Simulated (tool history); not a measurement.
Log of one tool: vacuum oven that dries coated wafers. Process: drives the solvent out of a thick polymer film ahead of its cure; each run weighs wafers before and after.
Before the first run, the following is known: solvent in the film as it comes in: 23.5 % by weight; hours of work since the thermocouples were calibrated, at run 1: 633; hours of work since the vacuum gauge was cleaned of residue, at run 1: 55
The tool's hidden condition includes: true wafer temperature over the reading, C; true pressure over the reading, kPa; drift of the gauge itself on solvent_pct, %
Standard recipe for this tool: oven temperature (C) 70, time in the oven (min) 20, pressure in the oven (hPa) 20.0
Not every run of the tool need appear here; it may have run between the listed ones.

| run | hour | oven temperature (C) | time in the oven (min) | pressure in the oven (hPa) | hours of work since the thermocouples were calibrated | hours of work since the vacuum gauge was cleaned of residue | solvent left in the film (%) |
|---|---|---|---|---|---|---|---|
| 1 | 0.0 | 70 | 20 | 20.0 | 633 | 55 | 5.55 |
| 2 | 12.8 | 57 | 20 | 20.0 | 641 | 63 | 11.26 |
| 3 | 23.1 | 70 | 20 | 18.6 | 647 | 69 | 5.56 |
| 4 | 32.5 | 70 | 20 | 20.0 | 653 | 75 | 5.65 |
| 5 | 43.9 | 70 | 20 | 48.2 | 660 | 82 | 8.18 |
| 6 | 57.2 | 70 | 20 | 48.2 | 669 | 91 | 8.24 |
| 7 | 64.7 | 70 | 20 | 48.2 | 673 | 95 | 8.17 |
| 8 | 71.3 | 70 | 20 | 48.2 | 677 | 99 | 8.33 |
| 9 | 85.6 | 70 | 20 | 20.0 | 686 | 108 | 5.77 |
| 10 | 98.9 | 70 | 20 | 20.0 | 695 | 117 | 5.73 |
| 11 | 107.4 | 70 | 20 | 20.0 | 700 | 122 | 5.73 |
| 12 | 115.5 | 70 | 26 | 20.0 | 705 | 127 | 4.35 |
| 13 | 125.9 | 70 | 26 | 20.0 | 712 | 134 | 4.33 |
| 14 | 133.7 | 70 | 26 | 20.0 | 717 | 139 | 4.36 |
| 15 | 145.4 | 70 | 26 | 20.0 | 724 | 146 | 4.29 |
| 16 | 155.3 | 71 | 26 | 20.0 | 730 | 152 | 4.05 |
| 17 | 163.0 | 70 | 20 | 12.3 | 735 | 157 | 5.05 |
|  | 165.1 | vacuum gauge cleaned of residue and calibrated |
| 18 | 177.1 | 70 | 20 | 12.3 | 743 | 8 | 5.00 |
| 19 | 189.9 | 66 | 20 | 14.2 | 751 | 16 | 6.83 |
| 20 | 200.2 | 72 | 10 | 14.2 | 757 | 22 | 8.94 |
| 21 | 208.1 | 58 | 16 | 44.4 | 762 | 27 | 14.63 |
| 22 | 214.0 | 57 | 34 | 15.0 | 766 | 31 | 7.61 |
| 23 | 220.9 | 77 | 29 | 15.0 | 770 | 35 | 1.86 |
| 24 | 228.7 | 77 | 29 | 15.0 | 775 | 40 | 1.83 |
|  | 233.2 | vacuum gauge cleaned of residue and calibrated, once more |
| 25 | 238.1 | 77 | 29 | 15.0 | 780 | 3 | 1.86 |
| 26 | 245.1 | 77 | 29 | 15.0 | 785 | 7 | 1.87 |
|  | 254.8 | oven's thermocouples calibrated |
| 27 | 261.3 | 75 | 17 | 15.0 | 4 | 16 | 4.26 |
| 28 | 275.5 | 75 | 17 | 15.0 | 13 | 25 | 4.23 |

Forecast each of these 3 alternatives for the next run:
| A | 284.2 | 70 | 19 | 40.8 | 18 | 31 | ? |
| B | 284.2 | 70 | 20 | 23.3 | 18 | 31 | ? |
| C | 284.2 | 76 | 16 | 47.0 | 18 | 31 | ? |

| run | solvent left in the film (%) |
|---|---|
| A | 7.63 |
| B | 5.81 |
| C | 6.49 |
With the hidden condition removed and each run's random variation left untouched, the same runs would have given:
| run | solvent left in the film (%) |
|---|---|
| A | 7.66 |
| B | 5.83 |
| C | 6.51 |
